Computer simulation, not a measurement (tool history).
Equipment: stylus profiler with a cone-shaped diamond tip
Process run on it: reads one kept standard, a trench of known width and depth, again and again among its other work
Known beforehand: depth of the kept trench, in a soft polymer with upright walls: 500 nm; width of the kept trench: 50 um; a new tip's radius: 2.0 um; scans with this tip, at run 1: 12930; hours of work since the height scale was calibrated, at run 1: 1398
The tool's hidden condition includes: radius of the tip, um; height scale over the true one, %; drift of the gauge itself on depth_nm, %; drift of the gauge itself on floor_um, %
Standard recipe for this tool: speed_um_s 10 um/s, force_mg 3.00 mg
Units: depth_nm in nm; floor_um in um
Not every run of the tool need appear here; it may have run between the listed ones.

run,hour,speed_um_s,force_mg,scans with this tip,hours of work since the height scale was calibrated,depth_nm,floor_um
1,0.0,10,3.00,12930,1398,504.47,46.54
2,58.3,10,3.00,13210,1428,504.32,46.59
3,136.2,10,2.29,13584,1469,502.82,46.57
4,199.7,10,2.81,13890,1502,503.83,46.58
5,278.1,10,2.81,14266,1542,503.53,46.51
6,333.1,10,3.00,14530,1571,504.04,46.48
# hour 341.5: height scale calibrated on a step standard
7,414.2,2,3.00,14918,38,502.66,46.47
8,475.7,28,2.83,15213,70,501.96,46.40
9,524.7,28,2.83,15449,95,501.99,46.46
10,607.8,32,1.34,15848,138,498.34,46.33
11,660.6,32,8.11,16102,166,509.43,46.43
# hour 702.0: height scale calibrated on a step standard, once more
12,704.6,32,8.11,16311,1,515.98,46.38

Each row is a separate what-if for the run after 12, all from the same tool condition, not one after another. Results?
A,787.3,2,2.45,16708,44,?,?
B,787.3,16,2.22,16708,44,?,?
C,787.3,10,6.58,16708,44,?,?
D,787.3,37,1.94,16708,44,?,?

run,depth_nm,floor_um
A,507.12,46.37
B,506.53,46.36
C,513.42,46.42
D,506.12,46.29
What these runs would have given with no unlogged condition in the tool:
run,depth_nm,floor_um
A,507.23,47.31
B,506.64,47.29
C,513.54,47.36
D,506.23,47.22
